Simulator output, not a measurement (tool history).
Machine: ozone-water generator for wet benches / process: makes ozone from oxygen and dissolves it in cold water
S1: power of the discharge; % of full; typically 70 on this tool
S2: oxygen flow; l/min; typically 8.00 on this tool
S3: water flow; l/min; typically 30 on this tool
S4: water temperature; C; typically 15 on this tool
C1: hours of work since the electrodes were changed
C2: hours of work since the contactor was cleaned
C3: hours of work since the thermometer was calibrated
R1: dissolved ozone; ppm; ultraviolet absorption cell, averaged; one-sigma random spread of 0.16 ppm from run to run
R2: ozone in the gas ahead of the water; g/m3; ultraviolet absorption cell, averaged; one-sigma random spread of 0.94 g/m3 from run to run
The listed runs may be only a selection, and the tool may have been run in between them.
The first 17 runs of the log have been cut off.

Run 18, hour 459.9: usual settings but S1 64 % of full, S3 22 l/min; C1 1048; C2 2665; C3 3118. Result: R1 22.1 ppm, R2 144.4 g/m3.
Run 19, hour 484.0: usual settings but S1 49 % of full, S4 12 C; C1 1064; C2 2681; C3 3133. Result: R1 14.9 ppm, R2 119.5 g/m3.
Run 20, hour 511.1: usual settings but S1 49 % of full, S4 12 C; C1 1081; C2 2698; C3 3151. Result: R1 15.5 ppm, R2 117.9 g/m3.
Run 21, hour 537.2: usual settings but S2 4.59 l/min, S3 44 l/min, S4 14 C; C1 1098; C2 2715; C3 3168. Result: R1 12.8 ppm, R2 212.8 g/m3.
Run 22, hour 566.4: usual settings but S2 4.59 l/min, S3 44 l/min, S4 14 C; C1 1117; C2 2734; C3 3187. Result: R1 12.9 ppm, R2 209.7 g/m3.
Run 23, hour 596.6: usual settings but S2 4.59 l/min, S3 44 l/min, S4 14 C; C1 1137; C2 2754; C3 3207. Result: R1 12.9 ppm, R2 211.0 g/m3.
Run 24, hour 627.5: usual settings but S1 45 % of full, S2 4.07 l/min, S4 12 C; C1 1157; C2 2774; C3 3227. Result: R1 13.3 ppm, R2 164.1 g/m3.
Run 25, hour 645.7: usual settings but S1 45 % of full, S2 8.92 l/min, S3 24 l/min, S4 12 C; C1 1169; C2 2786; C3 3239. Result: R1 16.7 ppm, R2 104.5 g/m3.
Run 26, hour 670.1: usual settings but S1 45 % of full, S2 8.92 l/min, S3 24 l/min, S4 12 C; C1 1185; C2 2802; C3 3255. Result: R1 16.8 ppm, R2 104.1 g/m3.
Run 27, hour 692.8: usual settings but S1 55 % of full, S2 9.55 l/min, S4 17 C; C1 1200; C2 2817; C3 3270. Result: R1 15.4 ppm, R2 117.0 g/m3.
Run 28, hour 718.2: usual settings but S1 69 % of full, S2 7.02 l/min, S3 24 l/min, S4 10 C; C1 1216; C2 2833; C3 3286. Result: R1 23.1 ppm, R2 164.1 g/m3.
Run 29, hour 749.2: usual settings but S2 8.22 l/min; C1 1236; C2 2853; C3 3306. Result: R1 18.6 ppm, R2 149.8 g/m3.
Run 30, hour 783.2: usual settings but S2 7.80 l/min, S3 24 l/min, S4 17 C; C1 1259; C2 2876; C3 3328. Result: R1 21.0 ppm, R2 155.6 g/m3.
Run 31, hour 803.3: usual settings but S1 55 % of full, S2 7.50 l/min, S3 39 l/min, S4 18 C; C1 1272; C2 2889; C3 3342. Result: R1 12.1 ppm, R2 133.7 g/m3.
Run 32, hour 838.1: usual settings but S1 44 % of full, S2 9.70 l/min, S3 20 l/min, S4 8 C; C1 1294; C2 2911; C3 3364. Result: R1 19.3 ppm, R2 97.0 g/m3.

Branching from run 32: 5 alternative next runs. What would each branch give?
Run A, hour 855.7: usual settings but S1 44 % of full, S2 9.70 l/min, S3 43 l/min, S4 8 C; C1 1306; C2 2923; C3 3376. Result: R1 ?, R2 ?.
Run B, hour 855.7: usual settings but S1 80 % of full, S2 6.36 l/min, S3 21 l/min, S4 8 C; C1 1306; C2 2923; C3 3376. Result: R1 ?, R2 ?.
Run C, hour 855.7: usual settings but S3 46 l/min, S4 20 C; C1 1306; C2 2923; C3 3376. Result: R1 ?, R2 ?.
Run D, hour 855.7: usual settings but S1 75 % of full, S2 9.70 l/min, S3 29 l/min, S4 8 C; C1 1306; C2 2923; C3 3376. Result: R1 ?, R2 ?.
Run E, hour 855.7: usual settings but S1 46 % of full, S2 6.81 l/min, S3 35 l/min; C1 1306; C2 2923; C3 3376. Result: R1 ?, R2 ?.

run    R1     R2
  A  11.3   97.5
  B  29.2  193.1
  C  12.5  152.9
  D  22.1  143.1
  E  12.3  123.7
The same runs, with their run-to-run variation unchanged, on a tool lacking any hidden condition would have given:
run    R1     R2
  A  12.2  100.0
  B  31.6  201.5
  C  13.7  159.0
  D  24.0  149.1
  E  13.3  127.1
